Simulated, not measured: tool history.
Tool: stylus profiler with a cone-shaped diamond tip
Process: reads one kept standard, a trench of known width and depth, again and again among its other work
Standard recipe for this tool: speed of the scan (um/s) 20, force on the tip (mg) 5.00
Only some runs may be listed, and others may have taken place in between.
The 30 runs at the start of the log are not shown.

run	hour	speed of the scan (um/s)	force on the tip (mg)	depth of the trench (nm)	width of the trench's floor (nm)
31	2421.0	21	2.15	503.61	24680
32	2493.6	10	2.63	504.23	24780
33	2560.5	10	2.63	504.08	24800
34	2642.8	56	10.42	511.93	24630
35	2711.0	71	6.11	507.89	24640
36	2815.0	27	3.84	505.28	24670
37	2880.6	9	5.22	506.60	24700
38	2968.4	26	4.70	505.95	24530
39	3034.9	13	1.86	502.35	24630
40	3129.2	13	1.86	502.50	24570
41	3234.1	13	1.86	502.03	24540
42	3294.0	13	14.78	514.61	24580

Below are 3 alternative next runs, each starting from the tool's condition after run 42. Predict each:
# hour 3370.0: new tip fitted, height scale calibrated
A	3388.0	20	4.65	?	?
# hour 3370.0: new tip fitted, height scale calibrated
B	3388.0	20	2.63	?	?
# hour 3370.0: new tip fitted, height scale calibrated
C	3388.0	58	14.78	?	?

run	depth of the trench (nm)	width of the trench's floor (nm)
A	506.95	27020
B	504.67	26990
C	516.30	26990
What these runs would have given with no unlogged condition in the tool:
run	depth of the trench (nm)	width of the trench's floor (nm)
A	507.52	26980
B	505.23	26950
C	516.88	26950
